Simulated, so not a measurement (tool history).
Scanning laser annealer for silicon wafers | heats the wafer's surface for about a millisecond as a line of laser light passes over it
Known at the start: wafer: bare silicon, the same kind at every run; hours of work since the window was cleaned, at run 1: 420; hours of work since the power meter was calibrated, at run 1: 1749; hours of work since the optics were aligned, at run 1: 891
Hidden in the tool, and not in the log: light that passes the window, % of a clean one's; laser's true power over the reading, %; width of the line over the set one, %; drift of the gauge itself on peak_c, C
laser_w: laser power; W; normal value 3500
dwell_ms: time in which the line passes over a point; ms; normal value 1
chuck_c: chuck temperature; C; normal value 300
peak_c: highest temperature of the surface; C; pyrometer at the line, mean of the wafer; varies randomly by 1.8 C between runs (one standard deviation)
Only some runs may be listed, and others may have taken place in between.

run    hour  laser_w  dwell_ms  chuck_c  hours of work since the window was cleaned  hours of work since the power meter was calibrated  hours of work since the optics were aligned  peak_c
  1       0     3500         1      300                                         420                                                1749                                          891    1015
  2    74.1     3500         1      300                                         457                                                1786                                          928    1015
  3     153     3500         1      300                                         496                                                1825                                          968    1011
  4   246.8     3500         1      300                                         543                                                1872                                         1015    1010
  5   306.5     3500         1      300                                         573                                                1902                                         1044    1006
  6   369.1     3204         1      300                                         604                                                1933                                         1076     940
      451.2  -- optics aligned, line set to its width
  7     457     3204         1      320                                         645                                                1975                                            3     968
  8   541.5     3204         1      320                                         688                                                2017                                           45     970
  9   633.3     3643         1      320                                         734                                                2063                                           91    1063
 10   688.4     3500         1      300                                         761                                                2090                                          119    1012
 11   772.7     3500         1      300                                         803                                                2132                                          161    1010
      797.8  -- window over the wafer cleaned
 12   828.1     3771         1      300                                          15                                                2159                                          187    1101
 13   897.1     3771         1      300                                          50                                                2193                                          222    1099
 14   983.6     3099         1      300                                          93                                                2237                                          265     939
 15  1026.4     3099      1.16      300                                         114                                                2258                                          286     992
 16  1117.7     3099      1.16      300                                         160                                                2304                                          332     985
 17  1177.4     3099      1.16      300                                         190                                                2333                                          362     988
 18  1273.2     3500         1      292                                         238                                                2381                                          410    1017
 19  1329.3     3500         1      292                                         266                                                2409                                          438    1016
 20  1404.8     3500         1      284                                         303                                                2447                                          475    1009
 21  1454.2     3500         1      300                                         328                                                2472                                          500    1024
 22  1532.5     3456      1.16      325                                         367                                                2511                                          539    1092
 23  1609.7     3423      1.23      325                                         406                                                2549                                          578    1106
 24  1682.4     3210      0.72      304                                         442                                                2586                                          614     845
 25  1759.1     3210      0.72      304                                         480                                                2624                                          652     841
 26  1810.5     3622      0.72      337                                         506                                                2650                                          678     958
 27  1866.6     3516      1.02      266                                         534                                                2678                                          706     989
 28  1946.1     3516      1.02      266                                         574                                                2717                                          746     987
 29  2031.5     3516      1.02      266                                         616                                                2760                                          789     982
 30  2106.4     3516      1.02      266                                         654                                                2798                                          826     983
 31  2192.7     3164      1.06      275                                         697                                                2841                                          869     923
 32  2249.6     3086         1      270                                         725                                                2869                                          897     880
 33  2302.1     3844      0.93      295                                         752                                                2895                                          924    1042
 34  2387.7     3844      0.93      331                                         794                                                2938                                          966    1076
     2431.8  -- window over the wafer cleaned
 35  2482.1     3844      0.93      331                                          25                                                2984                                         1013    1101
 36  2579.2     2978      0.77      306                                          74                                                3033                                         1061     829

Forecast run 37:
 37  2660.3     2978      1.01      306                                         114                                                3073                                         1102       ?

{"run 37": {"peak_c": 910}}
Had the tool carried no hidden state, the very same run would have given peak_c 931 C.

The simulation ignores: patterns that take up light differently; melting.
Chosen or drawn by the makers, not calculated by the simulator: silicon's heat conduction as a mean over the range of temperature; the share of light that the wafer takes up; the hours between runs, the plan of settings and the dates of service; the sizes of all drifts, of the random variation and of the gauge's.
